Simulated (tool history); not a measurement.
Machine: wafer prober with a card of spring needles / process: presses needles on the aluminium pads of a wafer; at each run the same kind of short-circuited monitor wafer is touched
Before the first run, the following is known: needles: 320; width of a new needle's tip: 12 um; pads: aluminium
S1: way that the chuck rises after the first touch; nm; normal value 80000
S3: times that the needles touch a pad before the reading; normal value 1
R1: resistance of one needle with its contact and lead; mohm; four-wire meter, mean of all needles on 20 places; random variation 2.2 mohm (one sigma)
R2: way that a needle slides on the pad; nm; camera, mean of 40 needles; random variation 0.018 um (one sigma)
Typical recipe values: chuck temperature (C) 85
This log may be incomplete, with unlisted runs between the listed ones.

run 1 hour=0.0 | S1=80000 chuck_temperature_(C)=85 S3=1 | R1=249 R2=21500
-- hour=3.0 tips cleaned on abrasive film
-- hour=14.6 tips cleaned on abrasive film
-- hour=29.1 tips cleaned on abrasive film
-- hour=40.7 tips cleaned on abrasive film
-- hour=55.2 tips cleaned on abrasive film
run 2 hour=66.1 | S1=80000 chuck_temperature_(C)=85 S3=1 | R1=248 R2=21530
-- hour=69.1 tips cleaned on abrasive film
-- hour=83.6 tips cleaned on abrasive film
-- hour=95.2 tips cleaned on abrasive film
-- hour=109.7 tips cleaned on abrasive film
-- hour=124.2 tips cleaned on abrasive film
-- hour=138.7 tips cleaned on abrasive film
-- hour=141.9 height of the first contact set anew
run 3 hour=142.5 | S1=80000 chuck_temperature_(C)=85 S3=1 | R1=251 R2=21590
-- hour=151.2 tips cleaned on abrasive film
-- hour=165.7 tips cleaned on abrasive film
-- hour=180.2 tips cleaned on abrasive film
run 4 hour=186.8 | S1=80000 chuck_temperature_(C)=85 S3=1 | R1=248 R2=21570
-- hour=192.7 tips cleaned on abrasive film
-- hour=207.2 tips cleaned on abrasive film
-- hour=221.7 tips cleaned on abrasive film
-- hour=236.2 tips cleaned on abrasive film
-- hour=250.7 tips cleaned on abrasive film
-- hour=265.2 tips cleaned on abrasive film
run 5 hour=272.1 | S1=80000 chuck_temperature_(C)=85 S3=1 | R1=251 R2=21560
-- hour=278.0 tips cleaned on abrasive film
-- hour=292.5 tips cleaned on abrasive film
-- hour=307.0 tips cleaned on abrasive film
-- hour=321.5 tips cleaned on abrasive film
-- hour=336.0 tips cleaned on abrasive film
run 6 hour=345.8 | S1=96000 chuck_temperature_(C)=85 S3=1 | R1=252 R2=25870
-- hour=348.8 tips cleaned on abrasive film
-- hour=354.9 height of the first contact set anew
-- hour=360.8 tips cleaned on abrasive film
-- hour=375.3 tips cleaned on abrasive film
-- hour=389.4 tips cleaned on abrasive film
run 7 hour=389.4 | S1=96000 chuck_temperature_(C)=85 S3=1 | R1=252 R2=25880
-- hour=401.0 tips cleaned on abrasive film
-- hour=415.5 tips cleaned on abrasive film
-- hour=430.0 tips cleaned on abrasive film
-- hour=444.5 tips cleaned on abrasive film
-- hour=457.6 tips cleaned on abrasive film
run 8 hour=457.6 | S1=96000 chuck_temperature_(C)=85 S3=1 | R1=248 R2=25910
-- hour=469.3 tips cleaned on abrasive film
-- hour=483.8 tips cleaned on abrasive film
-- hour=498.3 tips cleaned on abrasive film
-- hour=512.8 tips cleaned on abrasive film
-- hour=527.3 tips cleaned on abrasive film
-- hour=541.8 tips cleaned on abrasive film
run 9 hour=542.8 | S1=96000 chuck_temperature_(C)=85 S3=1 | R1=250 R2=25930
-- hour=554.4 tips cleaned on abrasive film
-- hour=566.0 tips cleaned on abrasive film
-- hour=566.3 height of the first contact set anew
-- hour=580.8 tips cleaned on abrasive film
-- hour=595.3 tips cleaned on abrasive film
-- hour=609.8 tips cleaned on abrasive film
run 10 hour=613.7 | S1=96000 chuck_temperature_(C)=85 S3=1 | R1=247 R2=25930
-- hour=622.4 tips cleaned on abrasive film
-- hour=636.9 tips cleaned on abrasive film
-- hour=651.4 tips cleaned on abrasive film
-- hour=664.6 tips cleaned on abrasive film
run 11 hour=664.6 | S1=96000 chuck_temperature_(C)=85 S3=1 | R1=247 R2=25960
-- hour=679.1 tips cleaned on abrasive film
-- hour=693.6 tips cleaned on abrasive film
-- hour=708.2 tips cleaned on abrasive film
-- hour=722.7 tips cleaned on abrasive film
run 12 hour=726.4 | S1=96000 chuck_temperature_(C)=77 S3=1 | R1=251 R2=25960
-- hour=735.1 tips cleaned on abrasive film
-- hour=749.6 tips cleaned on abrasive film
-- hour=764.1 tips cleaned on abrasive film
-- hour=776.4 tips cleaned on abrasive film
run 13 hour=776.4 | S1=96000 chuck_temperature_(C)=77 S3=1 | R1=246 R2=25990
-- hour=779.6 height of the first contact set anew
-- hour=788.3 tips cleaned on abrasive film
-- hour=800.0 tips cleaned on abrasive film
-- hour=814.5 tips cleaned on abrasive film
-- hour=829.0 tips cleaned on abrasive film
-- hour=843.5 tips cleaned on abrasive film
-- hour=858.0 tips cleaned on abrasive film
run 14 hour=859.0 | S1=96000 chuck_temperature_(C)=102 S3=2 | R1=254 R2=25980
-- hour=870.6 tips cleaned on abrasive film
-- hour=885.1 tips cleaned on abrasive film
-- hour=899.6 tips cleaned on abrasive film
-- hour=914.1 tips cleaned on abrasive film
run 15 hour=923.8 | S1=80000 chuck_temperature_(C)=56 S3=1 | R1=242 R2=21670
-- hour=926.8 tips cleaned on abrasive film
-- hour=938.5 tips cleaned on abrasive film
-- hour=953.0 tips cleaned on abrasive film
-- hour=967.5 tips cleaned on abrasive film
run 16 hour=972.8 | S1=80000 chuck_temperature_(C)=56 S3=1 | R1=241 R2=21690
-- hour=981.6 tips cleaned on abrasive film
-- hour=993.4 height of the first contact set anew
-- hour=996.4 tips cleaned on abrasive film
-- hour=1010.9 tips cleaned on abrasive film
run 17 hour=1022.0 | S1=88000 chuck_temperature_(C)=85 S3=1 | R1=251 R2=23890
-- hour=1025.0 tips cleaned on abrasive film
-- hour=1039.5 tips cleaned on abrasive film
-- hour=1054.0 tips cleaned on abrasive film
-- hour=1068.5 tips cleaned on abrasive film
-- hour=1080.1 tips cleaned on abrasive film
-- hour=1094.6 tips cleaned on abrasive film
-- hour=1107.1 tips cleaned on abrasive film
run 18 hour=1107.1 | S1=62000 chuck_temperature_(C)=25 S3=2 | R1=232 R2=16840
-- hour=1121.6 tips cleaned on abrasive film
-- hour=1133.2 tips cleaned on abrasive film
-- hour=1147.7 tips cleaned on abrasive film
-- hour=1162.2 tips cleaned on abrasive film
run 19 hour=1169.2 | S1=61000 chuck_temperature_(C)=47 S3=2 | R1=242 R2=16570
-- hour=1175.1 tips cleaned on abrasive film
-- hour=1189.6 tips cleaned on abrasive film
-- hour=1201.2 tips cleaned on abrasive film
-- hour=1207.3 height of the first contact set anew
-- hour=1213.8 tips cleaned on abrasive film
run 20 hour=1213.8 | S1=72000 chuck_temperature_(C)=46 S3=2 | R1=246 R2=19550
-- hour=1228.3 tips cleaned on abrasive film
-- hour=1242.8 tips cleaned on abrasive film
-- hour=1257.3 tips cleaned on abrasive film
-- hour=1271.8 tips cleaned on abrasive film
-- hour=1286.3 tips cleaned on abrasive film
run 21 hour=1291.1 | S1=89000 chuck_temperature_(C)=85 S3=1 | R1=246 R2=24180
-- hour=1299.8 tips cleaned on abrasive film
-- hour=1314.3 tips cleaned on abrasive film
-- hour=1328.8 tips cleaned on abrasive film
run 22 hour=1331.5 | S1=89000 chuck_temperature_(C)=85 S3=1 | R1=248 R2=24190

Run 23 is up next; what results do you expect?
-- hour=1343.2 tips cleaned on abrasive film
-- hour=1357.7 tips cleaned on abrasive film
-- hour=1372.2 tips cleaned on abrasive film
-- hour=1386.7 tips cleaned on abrasive film
-- hour=1401.2 tips cleaned on abrasive film
run 23 hour=1407.5 | S1=85000 chuck_temperature_(C)=97 S3=1 | R1=? R2=?

{"run 23": {"R1": 254, "R2": 23120}}
Had the tool carried no hidden state, the very same run would have given R1 253 mohm, R2 22830 nm.
